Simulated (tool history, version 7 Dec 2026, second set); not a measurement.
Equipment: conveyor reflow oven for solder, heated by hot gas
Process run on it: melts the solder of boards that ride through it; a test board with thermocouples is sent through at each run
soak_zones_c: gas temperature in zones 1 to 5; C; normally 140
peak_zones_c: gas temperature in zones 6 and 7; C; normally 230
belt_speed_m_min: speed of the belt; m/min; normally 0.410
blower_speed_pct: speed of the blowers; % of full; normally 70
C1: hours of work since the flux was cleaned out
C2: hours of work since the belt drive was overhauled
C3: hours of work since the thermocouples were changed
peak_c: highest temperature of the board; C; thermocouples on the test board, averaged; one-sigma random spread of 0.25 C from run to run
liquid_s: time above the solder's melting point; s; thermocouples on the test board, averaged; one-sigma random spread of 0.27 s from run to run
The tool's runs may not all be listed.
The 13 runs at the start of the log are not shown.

At hour 94.9: belt drive overhauled, speed set with a stopwatch.
Run 14, hour 103.5: usual settings; C1 212; C2 5; C3 121. Result: peak_c 211.3 C, liquid_s 61.8 s.
Run 15, hour 111.4: usual settings but peak_zones_c 232 C; C1 216; C2 9; C3 126. Result: peak_c 213.5 C, liquid_s 63.8 s.
Run 16, hour 120.6: usual settings but peak_zones_c 232 C; C1 221; C2 15; C3 131. Result: peak_c 213.2 C, liquid_s 63.5 s.
Run 17, hour 126.3: usual settings but peak_zones_c 232 C; C1 225; C2 18; C3 134. Result: peak_c 213.4 C, liquid_s 63.5 s.
Run 18, hour 133.1: usual settings but peak_zones_c 233 C, belt_speed_m_min 0.469 m/min; C1 229; C2 22; C3 138. Result: peak_c 209.5 C, liquid_s 50.7 s.
Run 19, hour 141.2: usual settings but peak_zones_c 245 C, belt_speed_m_min 0.433 m/min, blower_speed_pct 78 % of full; C1 233; C2 26; C3 143. Result: peak_c 224.3 C, liquid_s 69.0 s.
Run 20, hour 147.1: usual settings but blower_speed_pct 52 % of full; C1 236; C2 30; C3 146. Result: peak_c 206.9 C, liquid_s 55.3 s.
At hour 156.0: belt drive overhauled, speed set with a stopwatch, once more.
Run 21, hour 156.0: usual settings but belt_speed_m_min 0.468 m/min, blower_speed_pct 62 % of full; C1 239; C2 0; C3 149. Result: peak_c 203.9 C, liquid_s 43.0 s.
Run 22, hour 160.0: usual settings but soak_zones_c 147 C, belt_speed_m_min 0.468 m/min, blower_speed_pct 75 % of full; C1 242; C2 2; C3 151. Result: peak_c 208.3 C, liquid_s 51.8 s.
Run 23, hour 165.4: usual settings but soak_zones_c 153 C, belt_speed_m_min 0.403 m/min, blower_speed_pct 75 % of full; C1 245; C2 5; C3 154. Result: peak_c 214.7 C, liquid_s 70.8 s.
Run 24, hour 174.5: usual settings but belt_speed_m_min 0.413 m/min, blower_speed_pct 59 % of full; C1 250; C2 11; C3 159. Result: peak_c 207.7 C, liquid_s 54.7 s.
Run 25, hour 179.5: usual settings but soak_zones_c 143 C, peak_zones_c 234 C, belt_speed_m_min 0.455 m/min, blower_speed_pct 55 % of full; C1 253; C2 13; C3 162. Result: peak_c 206.6 C, liquid_s 48.6 s.
Run 26, hour 187.0: usual settings but peak_zones_c 234 C, belt_speed_m_min 0.461 m/min; C1 257; C2 18; C3 166. Result: peak_c 209.3 C, liquid_s 50.5 s.

Estimate the outcome of run 27 from the log above:
Run 27, hour 193.7: usual settings but peak_zones_c 234 C, belt_speed_m_min 0.461 m/min; C1 261; C2 21; C3 170. Result: peak_c ?, liquid_s ?.

Run 27 came out at peak_c 209.2 C, liquid_s 50.3 s.
If the tool had no hidden condition, the same run with the same run-to-run variation would have returned peak_c 211.8 C, liquid_s 53.3 s.
